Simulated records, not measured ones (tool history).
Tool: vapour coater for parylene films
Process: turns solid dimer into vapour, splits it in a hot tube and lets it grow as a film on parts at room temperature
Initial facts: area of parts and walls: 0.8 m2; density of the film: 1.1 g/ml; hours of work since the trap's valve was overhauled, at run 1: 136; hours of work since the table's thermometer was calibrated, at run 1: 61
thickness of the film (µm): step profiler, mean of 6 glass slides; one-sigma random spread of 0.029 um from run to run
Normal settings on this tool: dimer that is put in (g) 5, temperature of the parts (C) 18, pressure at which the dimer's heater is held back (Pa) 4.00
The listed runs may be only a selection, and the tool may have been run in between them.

| run | hour | dimer that is put in (g) | temperature of the parts (C) | pressure at which the dimer's heater is held back (Pa) | hours of work since the trap's valve was overhauled | hours of work since the table's thermometer was calibrated | thickness of the film (µm) |
|---|---|---|---|---|---|---|---|
| 1 | 0.0 | 5 | 18 | 4.00 | 136 | 61 | 3.37 |
| 2 | 30.2 | 5 | 28 | 4.00 | 149 | 74 | 2.08 |
| 3 | 74.2 | 5 | 28 | 4.00 | 168 | 93 | 2.08 |
| 4 | 110.0 | 5 | 28 | 4.00 | 184 | 109 | 2.05 |
| 5 | 145.5 | 5 | 28 | 4.00 | 200 | 125 | 2.03 |
| 6 | 175.8 | 5 | 28 | 4.00 | 213 | 138 | 2.06 |
| 7 | 237.8 | 5 | 18 | 7.69 | 240 | 165 | 3.00 |
| 8 | 296.3 | 5 | 18 | 4.00 | 266 | 191 | 3.32 |
| 9 | 339.7 | 5 | 18 | 4.00 | 285 | 210 | 3.38 |
| 10 | 367.3 | 5 | 18 | 4.00 | 297 | 222 | 3.33 |
| 11 | 411.6 | 5 | 18 | 3.52 | 316 | 241 | 3.43 |
| 12 | 461.7 | 5 | 18 | 3.52 | 338 | 263 | 3.43 |
| 13 | 493.7 | 2 | 18 | 4.00 | 352 | 277 | 1.36 |
| 14 | 532.2 | 5 | 18 | 4.00 | 369 | 294 | 3.33 |
| 15 | 564.9 | 5 | 18 | 4.00 | 384 | 309 | 3.29 |
| 16 | 626.3 | 5 | 18 | 4.00 | 411 | 336 | 3.30 |
| 17 | 689.6 | 3 | 18 | 4.00 | 438 | 363 | 2.00 |
| 18 | 725.4 | 5 | 18 | 4.00 | 454 | 379 | 3.30 |
| 19 | 788.0 | 5 | 18 | 4.00 | 482 | 407 | 3.30 |
|  | 805.1 | trap's valve overhauled |
| 20 | 831.9 | 5 | 18 | 4.00 | 12 | 424 | 3.23 |
| 21 | 876.5 | 5 | 18 | 4.00 | 31 | 444 | 3.19 |
| 22 | 913.8 | 5 | 18 | 4.00 | 48 | 460 | 3.15 |
| 23 | 973.6 | 5 | 18 | 4.00 | 74 | 486 | 3.17 |
| 24 | 1006.4 | 5 | 16 | 2.40 | 88 | 501 | 3.83 |
|  | 1033.4 | trap's valve overhauled, once more |
| 25 | 1055.6 | 5 | 16 | 2.40 | 10 | 520 | 4.09 |
| 26 | 1110.2 | 5 | 21 | 4.00 | 34 | 544 | 2.97 |
| 27 | 1171.7 | 9 | 23 | 2.75 | 61 | 571 | 5.03 |
| 28 | 1199.0 | 9 | 23 | 2.75 | 73 | 583 | 5.17 |
| 29 | 1242.4 | 3 | 17 | 4.31 | 92 | 602 | 2.08 |
| 30 | 1276.5 | 8 | 17 | 4.00 | 107 | 617 | 5.73 |
| 31 | 1322.6 | 7 | 14 | 11.97 | 127 | 638 | 4.71 |
| 32 | 1367.5 | 5 | 18 | 6.82 | 147 | 657 | 3.09 |
| 33 | 1414.9 | 4 | 18 | 3.30 | 167 | 678 | 2.76 |
| 34 | 1463.2 | 5 | 18 | 3.30 | 189 | 699 | 3.48 |
| 35 | 1506.7 | 7 | 11 | 6.03 | 208 | 718 | 6.23 |
| 36 | 1566.5 | 7 | 11 | 2.90 | 234 | 745 | 7.00 |
| 37 | 1621.8 | 7 | 11 | 2.90 | 258 | 769 | 7.01 |
| 38 | 1673.2 | 7 | 11 | 2.90 | 281 | 791 | 7.07 |
| 39 | 1707.5 | 6 | 20 | 10.38 | 296 | 806 | 3.05 |
| 40 | 1759.7 | 7 | 25 | 7.90 | 319 | 829 | 2.93 |
| 41 | 1808.0 | 2 | 13 | 7.90 | 340 | 851 | 1.51 |
| 42 | 1857.5 | 7 | 23 | 3.69 | 362 | 872 | 3.62 |
| 43 | 1894.5 | 5 | 12 | 3.69 | 378 | 889 | 4.53 |
| 44 | 1957.7 | 4 | 29 | 3.01 | 406 | 916 | 1.59 |
| 45 | 2010.6 | 4 | 29 | 3.01 | 429 | 939 | 1.62 |
| 46 | 2067.6 | 4 | 29 | 3.01 | 454 | 964 | 1.59 |

Below, each run's measurement less what the same run would have read without the hidden state. Both values contain the same run-to-run variation, but the gauge's scatter may not be the same in both:
Unlogged tool condition in this case: vapour lost through the trap's worn valve, %; true temperature of the parts over the reading, C; drift of the gauge itself on film_um, %.
| run | thickness of the film (µm) |
|---|---|
| 1 | -0.02 |
| 2 | -0.02 |
| 3 | -0.02 |
| 4 | -0.02 |
| 5 | -0.02 |
| 6 | -0.02 |
| 7 | -0.05 |
| 8 | -0.06 |
| 9 | -0.06 |
| 10 | -0.07 |
| 11 | -0.08 |
| 12 | -0.09 |
| 13 | -0.04 |
| 14 | -0.10 |
| 15 | -0.10 |
| 16 | -0.11 |
| 17 | -0.07 |
| 18 | -0.12 |
| 19 | -0.13 |
| 20 | -0.23 |
| 21 | -0.24 |
| 22 | -0.25 |
| 23 | -0.25 |
| 24 | -0.31 |
| 25 | +0.00 |
| 26 | -0.01 |
| 27 | -0.03 |
| 28 | -0.03 |
| 29 | -0.02 |
| 30 | -0.05 |
| 31 | -0.05 |
| 32 | -0.04 |
| 33 | -0.05 |
| 34 | -0.06 |
| 35 | -0.12 |
| 36 | -0.16 |
| 37 | -0.17 |
| 38 | -0.18 |
| 39 | -0.08 |
| 40 | -0.09 |
| 41 | -0.05 |
| 42 | -0.13 |
| 43 | -0.17 |
| 44 | -0.06 |
| 45 | -0.07 |
| 46 | -0.07 |
